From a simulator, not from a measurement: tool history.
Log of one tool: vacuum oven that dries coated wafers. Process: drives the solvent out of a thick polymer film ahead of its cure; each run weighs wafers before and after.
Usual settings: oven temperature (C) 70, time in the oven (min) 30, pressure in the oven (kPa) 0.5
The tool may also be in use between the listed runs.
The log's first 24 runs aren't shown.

Run 25, day 15.988: usual settings but oven temperature (C) 67, time in the oven (min) 37, pressure in the oven (kPa) 0.762. Result: solvent left in the film (%) 1.78.
Run 26, day 16.558: usual settings but oven temperature (C) 67, time in the oven (min) 37, pressure in the oven (kPa) 0.762. Result: solvent left in the film (%) 1.78.
Run 27, day 17.121: usual settings but oven temperature (C) 66, time in the oven (min) 35, pressure in the oven (kPa) 1.237. Result: solvent left in the film (%) 2.66.
Run 28, day 17.962: usual settings but oven temperature (C) 56, time in the oven (min) 23, pressure in the oven (kPa) 1.805. Result: solvent left in the film (%) 10.15.
Run 29, day 18.354: usual settings but oven temperature (C) 65, time in the oven (min) 25, pressure in the oven (kPa) 1.793. Result: solvent left in the film (%) 5.08.
Run 30, day 18.896: usual settings but oven temperature (C) 85, time in the oven (min) 24, pressure in the oven (kPa) 0.441. Result: solvent left in the film (%) 0.28.
Run 31, day 19.808: usual settings but time in the oven (min) 19, pressure in the oven (kPa) 0.81. Result: solvent left in the film (%) 3.96.
Run 32, day 20.633: usual settings but oven temperature (C) 64, time in the oven (min) 22, pressure in the oven (kPa) 0.265. Result: solvent left in the film (%) 5.35.
Run 33, day 21.092: usual settings but oven temperature (C) 80, pressure in the oven (kPa) 0.401. Result: solvent left in the film (%) 0.39.
Run 34, day 21.929: usual settings but oven temperature (C) 68, time in the oven (min) 35, pressure in the oven (kPa) 1.971. Result: solvent left in the film (%) 2.55.
Run 35, day 22.629: usual settings but oven temperature (C) 68, time in the oven (min) 35, pressure in the oven (kPa) 1.971. Result: solvent left in the film (%) 2.55.
Run 36, day 22.996: usual settings but oven temperature (C) 68, time in the oven (min) 35, pressure in the oven (kPa) 1.971. Result: solvent left in the film (%) 2.62.
Run 37, day 23.404: usual settings but oven temperature (C) 64, time in the oven (min) 19, pressure in the oven (kPa) 1.971. Result: solvent left in the film (%) 7.4.
Run 38, day 24.058: usual settings but oven temperature (C) 64, time in the oven (min) 19, pressure in the oven (kPa) 1.971. Result: solvent left in the film (%) 7.4.

Forecast each of these 4 alternatives for the next run:
Run A, day 24.829: usual settings but pressure in the oven (kPa) 0.409. Result: solvent left in the film (%) ?.
Run B, day 24.829: usual settings but time in the oven (min) 19, pressure in the oven (kPa) 1.971. Result: solvent left in the film (%) ?.
Run C, day 24.829: usual settings but oven temperature (C) 60, time in the oven (min) 18, pressure in the oven (kPa) 1.971. Result: solvent left in the film (%) ?.
Run D, day 24.829: usual settings but oven temperature (C) 80, time in the oven (min) 43, pressure in the oven (kPa) 1.186. Result: solvent left in the film (%) ?.

run  solvent left in the film (%)
  A                          1.59
  B                          4.64
  C                          9.94
  D                          0.51
Without the tool's hidden state the same runs would have given:
run  solvent left in the film (%)
  A                          1.38
  B                          4.34
  C                          9.58
  D                          0.45
